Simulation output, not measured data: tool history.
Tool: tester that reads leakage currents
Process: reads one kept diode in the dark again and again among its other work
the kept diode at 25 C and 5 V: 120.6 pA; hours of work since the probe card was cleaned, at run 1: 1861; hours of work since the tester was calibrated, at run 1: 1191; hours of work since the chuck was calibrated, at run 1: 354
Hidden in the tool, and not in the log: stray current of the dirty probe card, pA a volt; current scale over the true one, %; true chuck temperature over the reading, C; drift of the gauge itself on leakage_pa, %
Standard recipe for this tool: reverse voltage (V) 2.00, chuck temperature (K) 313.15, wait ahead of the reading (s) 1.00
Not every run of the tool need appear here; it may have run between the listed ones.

| run | hour | reverse voltage (V) | chuck temperature (K) | wait ahead of the reading (s) | hours of work since the probe card was cleaned | hours of work since the tester was calibrated | hours of work since the chuck was calibrated | current that the tester gives (pA) |
|---|---|---|---|---|---|---|---|---|
| 1 | 0.0 | 2.00 | 313.15 | 1.00 | 1861 | 1191 | 354 | 237.57 |
| 2 | 40.7 | 2.00 | 313.15 | 1.00 | 1888 | 1218 | 381 | 236.04 |
| 3 | 82.4 | 2.00 | 313.15 | 9.12 | 1916 | 1246 | 408 | 237.51 |
| 4 | 101.3 | 2.00 | 322.15 | 1.00 | 1928 | 1258 | 421 | 447.92 |
| 5 | 143.6 | 2.00 | 322.15 | 1.00 | 1956 | 1286 | 449 | 447.21 |
| 6 | 165.7 | 2.00 | 313.15 | 1.13 | 1971 | 1301 | 464 | 236.33 |
| 7 | 184.8 | 2.00 | 313.15 | 1.13 | 1984 | 1314 | 476 | 236.99 |
| 8 | 209.5 | 2.00 | 313.15 | 1.13 | 2000 | 1330 | 493 | 236.77 |
| 9 | 239.7 | 2.00 | 313.15 | 1.35 | 2020 | 1350 | 513 | 236.97 |
| 10 | 282.6 | 2.00 | 313.15 | 1.35 | 2049 | 1379 | 542 | 236.56 |
| 11 | 320.4 | 2.00 | 313.15 | 1.35 | 2074 | 1404 | 567 | 237.88 |
| 12 | 347.4 | 2.00 | 313.15 | 1.35 | 2092 | 1422 | 585 | 236.28 |
| 13 | 374.0 | 2.00 | 313.15 | 1.35 | 2110 | 1440 | 602 | 236.31 |
| 14 | 418.4 | 2.00 | 313.15 | 1.35 | 2139 | 1469 | 632 | 236.53 |
| 15 | 442.0 | 2.00 | 313.15 | 1.00 | 2155 | 1485 | 648 | 236.13 |
| 16 | 467.5 | 2.00 | 313.15 | 1.00 | 2172 | 1502 | 664 | 237.26 |
| 17 | 511.5 | 2.00 | 313.15 | 1.00 | 2201 | 1531 | 694 | 236.98 |
| 18 | 533.5 | 2.00 | 313.15 | 1.00 | 2216 | 1546 | 708 | 237.52 |
| 19 | 576.5 | 2.00 | 313.15 | 1.00 | 2244 | 1574 | 737 | 236.67 |
| 20 | 609.6 | 2.00 | 313.15 | 1.00 | 2266 | 1596 | 759 | 236.59 |
| 21 | 652.3 | 1.45 | 329.15 | 0.99 | 2295 | 1625 | 787 | 609.00 |
| 22 | 675.2 | 1.18 | 300.15 | 0.66 | 2310 | 1640 | 803 | 67.28 |
| 23 | 708.9 | 2.00 | 313.15 | 0.35 | 2332 | 1662 | 825 | 237.44 |
| 24 | 736.8 | 4.12 | 294.15 | 1.00 | 2351 | 1681 | 844 | 80.01 |
| 25 | 763.9 | 2.56 | 323.15 | 2.57 | 2369 | 1699 | 862 | 544.24 |
| 26 | 804.8 | 1.07 | 316.15 | 0.85 | 2396 | 1726 | 889 | 213.92 |
| 27 | 848.3 | 1.07 | 316.15 | 0.85 | 2425 | 1755 | 918 | 212.22 |
| 28 | 887.9 | 2.00 | 295.15 | 0.91 | 2451 | 1781 | 944 | 59.21 |
| 29 | 909.6 | 2.00 | 295.15 | 0.91 | 2466 | 1796 | 959 | 59.29 |
| 30 | 930.9 | 1.35 | 316.15 | 6.20 | 2480 | 1810 | 973 | 240.54 |
| 31 | 962.8 | 4.86 | 296.15 | 6.20 | 2501 | 1831 | 994 | 101.52 |
| 32 | 999.4 | 3.79 | 313.15 | 1.00 | 2526 | 1856 | 1018 | 326.94 |
| 33 | 1037.8 | 3.79 | 313.15 | 1.00 | 2551 | 1881 | 1044 | 328.48 |
| 34 | 1055.8 | 1.11 | 323.15 | 1.00 | 2563 | 1893 | 1056 | 352.95 |
| 35 | 1096.0 | 1.11 | 323.15 | 1.00 | 2590 | 1920 | 1083 | 351.01 |
| 36 | 1118.8 | 1.11 | 323.15 | 1.00 | 2605 | 1935 | 1098 | 351.12 |
| 37 | 1145.1 | 2.00 | 326.15 | 1.00 | 2622 | 1953 | 1115 | 587.22 |
| 38 | 1165.1 | 5.65 | 297.15 | 1.00 | 2636 | 1966 | 1129 | 118.68 |
| 39 | 1209.6 | 14.71 | 297.15 | 1.13 | 2665 | 1995 | 1158 | 195.35 |
| 40 | 1234.7 | 4.59 | 294.15 | 0.73 | 2682 | 2012 | 1175 | 84.44 |

Each row is a separate what-if for the run after 40, all from the same tool condition, not one after another. Results?
| A | 1267.7 | 4.59 | 329.15 | 0.73 | 2704 | 2034 | 1197 | ? |
| B | 1267.7 | 14.77 | 313.15 | 3.62 | 2704 | 2034 | 1197 | ? |
| C | 1267.7 | 2.00 | 310.15 | 1.00 | 2704 | 2034 | 1197 | ? |

| run | current that the tester gives (pA) |
|---|---|
| A | 1092.23 |
| B | 657.73 |
| C | 190.59 |
With no hidden state in the tool, these same runs would have given:
| run | current that the tester gives (pA) |
|---|---|
| A | 1092.71 |
| B | 657.86 |
| C | 190.67 |
